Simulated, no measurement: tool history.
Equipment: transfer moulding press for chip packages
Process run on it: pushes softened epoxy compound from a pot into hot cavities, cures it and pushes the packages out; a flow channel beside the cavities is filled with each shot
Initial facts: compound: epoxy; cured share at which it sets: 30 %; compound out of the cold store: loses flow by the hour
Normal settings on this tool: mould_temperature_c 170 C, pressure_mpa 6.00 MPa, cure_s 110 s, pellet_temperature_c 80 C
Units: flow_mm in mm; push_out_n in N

run	hour	mould_temperature_c	pressure_mpa	cure_s	pellet_temperature_c	incoming compound's hours out of the cold store	flow_mm	push_out_n
1	0.0	170	6.00	110	80	20.8	844	396
2	48.6	170	6.00	110	80	20.4	847	709
3	76.3	170	6.00	110	80	38.6	752	766
# hour 100.0: cavities cleaned with cleaning compound and waxed
4	113.8	170	6.00	110	80	16.9	841	517
5	169.4	170	6.00	110	80	11.2	865	779
# hour 203.2: cavities cleaned with cleaning compound and waxed
6	224.2	170	6.00	110	80	25.7	794	597
7	273.3	170	6.00	110	80	8.4	866	767
# hour 306.1: cavities cleaned with cleaning compound and waxed
# hour 327.2: plunger's sealing rings changed
8	339.3	170	6.00	110	80	47.8	743	630
9	383.8	170	6.00	110	80	13.5	876	786
# hour 409.6: cavities cleaned with cleaning compound and waxed
10	427.0	170	6.14	110	80	11.2	893	583
11	475.6	170	6.00	110	80	46.5	731	724
# hour 511.2: cavities cleaned with cleaning compound and waxed
# hour 529.6: mould's thermocouples calibrated
12	529.6	170	6.00	110	80	19.0	822	578
13	556.1	170	6.00	110	80	44.5	727	722
# hour 612.9: cavities cleaned with cleaning compound and waxed
14	621.3	170	6.00	110	80	42.5	714	479
# hour 672.7: plunger's sealing rings changed
15	678.0	170	6.00	110	80	13.3	899	778
# hour 717.5: cavities cleaned with cleaning compound and waxed
16	731.0	170	6.18	110	71	28.0	835	551
17	785.7	170	6.00	90	80	18.3	842	1149
# hour 818.5: cavities cleaned with cleaning compound and waxed
18	831.5	178	6.00	90	80	21.0	795	510
19	894.9	162	6.28	112	80	11.7	913	1426
# hour 920.9: cavities cleaned with cleaning compound and waxed
20	955.1	173	5.83	125	72	41.9	695	521
# hour 1014.6: plunger's sealing rings changed
21	1014.6	173	5.83	125	72	21.5	820	619
# hour 1023.3: cavities cleaned with cleaning compound and waxed
22	1057.8	164	5.83	114	81	44.2	774	850
23	1085.2	164	5.05	128	76	33.3	751	793
# hour 1123.8: cavities cleaned with cleaning compound and waxed
24	1127.5	170	6.00	124	80	18.6	846	355

Here are 5 independent what-if runs from the current tool condition. What would each one return?
A	1178.5	173	6.00	114	74	29.6	?	?
B	1178.5	170	4.97	91	80	35.5	?	?
C	1178.5	170	5.51	124	83	8.5	?	?
D	1178.5	170	6.00	113	79	13.2	?	?
E	1178.5	170	7.42	110	74	34.6	?	?

run	flow_mm	push_out_n
A	772	618
B	697	963
C	844	633
D	869	688
E	862	687
Without the tool's unlogged condition, the same runs would have read:
run	flow_mm	push_out_n
A	802	332
B	726	543
C	878	343
D	904	377
E	896	378

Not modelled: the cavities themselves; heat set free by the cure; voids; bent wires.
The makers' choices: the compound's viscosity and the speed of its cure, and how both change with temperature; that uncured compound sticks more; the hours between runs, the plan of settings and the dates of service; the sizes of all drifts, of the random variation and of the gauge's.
